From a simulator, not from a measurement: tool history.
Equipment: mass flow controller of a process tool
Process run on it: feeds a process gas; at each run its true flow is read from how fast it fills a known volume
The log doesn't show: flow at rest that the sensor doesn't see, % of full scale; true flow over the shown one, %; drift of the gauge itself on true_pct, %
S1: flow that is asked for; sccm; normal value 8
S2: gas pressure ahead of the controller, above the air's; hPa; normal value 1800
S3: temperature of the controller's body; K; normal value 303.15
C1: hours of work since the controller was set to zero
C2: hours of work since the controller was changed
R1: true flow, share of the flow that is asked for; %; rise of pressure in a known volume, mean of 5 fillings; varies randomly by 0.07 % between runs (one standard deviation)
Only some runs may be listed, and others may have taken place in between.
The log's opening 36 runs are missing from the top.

run    hour  S1    S2      S3   C1    C2     R1
 37  2943.5   8  2750  301.15  256  4462  97.52
 38  3023.2   9  1800  307.15  318  4523  98.03
 39  3105.9   8  2240  307.15  382  4587  97.59
 40  3153.6   8  2380  293.15  419  4624  98.34
 41  3236.0  10  1800  303.15  482  4688  98.63
 42  3329.8   2  1800  305.15  555  4760  97.22
 43  3428.4   2  1800  305.15  631  4837  97.29
 44  3518.3   3  1650  303.15  700  4906  97.82
 45  3595.6   3  2380  303.15  760  4966  97.32
 46  3705.3   8  1890  300.15  845  5051  98.79

Alternative continuations, all from the tool just after run 46; predict every row:
  A  3782.0  11  2380  295.15  904  5110   ?
  B  3782.0   4  2790  295.15  904  5110   ?
  C  3782.0   3  2030  305.15  904  5110   ?
  D  3782.0   2  1460  299.15  904  5110   ?
  E  3782.0  14  1800  303.15  904  5110   ?

run     R1
  A  99.33
  B  97.93
  C  97.55
  D  98.15
  E  99.69
Without the tool's hidden state the same runs would have given:
run     R1
  A  98.50
  B  97.12
  C  96.74
  D  97.33
  E  98.86
